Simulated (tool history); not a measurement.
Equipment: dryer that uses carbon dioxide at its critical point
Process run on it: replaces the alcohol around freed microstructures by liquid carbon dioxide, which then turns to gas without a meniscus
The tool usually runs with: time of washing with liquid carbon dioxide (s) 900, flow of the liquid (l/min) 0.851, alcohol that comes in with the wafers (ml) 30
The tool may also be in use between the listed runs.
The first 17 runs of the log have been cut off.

run	hour	time of washing with liquid carbon dioxide (s)	flow of the liquid (l/min)	alcohol that comes in with the wafers (ml)	alcohol left in the vessel before it's heated (ppm by volume)
18	137.8	900	0.851	101	621
19	147.4	900	0.851	30	229
20	153.2	720	0.675	27	817
21	158.8	720	0.851	30	490
22	164.9	720	0.851	30	464
23	170.4	720	0.851	30	489
24	177.6	1020	1.017	30	82
25	186.7	1380	0.851	43	75
26	192.9	1380	0.851	43	63
27	202.6	1380	0.58	36	219

Expected results for the next run?
28	208.6	900	1.133	30	?

{"run 28": {"alcohol left in the vessel before it's heated (ppm by volume)": 94}}
Minus the tool's unlogged condition, the same run would have read alcohol left in the vessel before it's heated (ppm by volume) 39.
